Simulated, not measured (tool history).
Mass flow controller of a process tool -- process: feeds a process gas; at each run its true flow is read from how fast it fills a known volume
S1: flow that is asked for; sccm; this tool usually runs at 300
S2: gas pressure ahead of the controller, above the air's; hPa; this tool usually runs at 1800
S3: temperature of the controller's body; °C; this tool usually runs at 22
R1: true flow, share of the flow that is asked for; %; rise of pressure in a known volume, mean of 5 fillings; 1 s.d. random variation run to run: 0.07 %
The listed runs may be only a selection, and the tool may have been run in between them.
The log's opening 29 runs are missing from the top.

run    hour   S1    S2  S3     R1
 30  1956.4   57  1610  28  96.35
 31  2030.7   75  1510  35  96.05
 32  2105.7   75  1970  35  95.67
 33  2190.7   75  1560  22  96.42
 34  2251.7   75  1560  22   96.2
 35  2290.1  300  2590  20  96.57
 36  2370.1  300  2590  20  96.54
 37  2426.7  103  1800  28   95.8
 38  2510.6  103  1800  28  95.64
 39  2577.8  300  2190  28   96.3
 40  2666.5  151  2450  34   94.9
 41  2712.7  151  2450  34  94.85
 42  2768.4   94  1620  27  95.43
 43  2836.5   94  1620  27   95.4
     2861.1  -- gauge calibrated
 44  2905.8  488  1800  36  99.66
 45  2952.5  300  1910  30  98.66
 46  3030.7  300  2030  30  98.54

Branching from run 46: 3 alternative next runs. What would each branch give?
  A  3079.1  300  2030  26   ?
  B  3079.1   75  1650  33   ?
  C  3079.1  300  1760  22   ?

run     R1
  A  98.45
  B  97.48
  C     99
With no hidden state in the tool, these same runs would have given:
run     R1
  A  98.76
  B  97.77
  C  99.32

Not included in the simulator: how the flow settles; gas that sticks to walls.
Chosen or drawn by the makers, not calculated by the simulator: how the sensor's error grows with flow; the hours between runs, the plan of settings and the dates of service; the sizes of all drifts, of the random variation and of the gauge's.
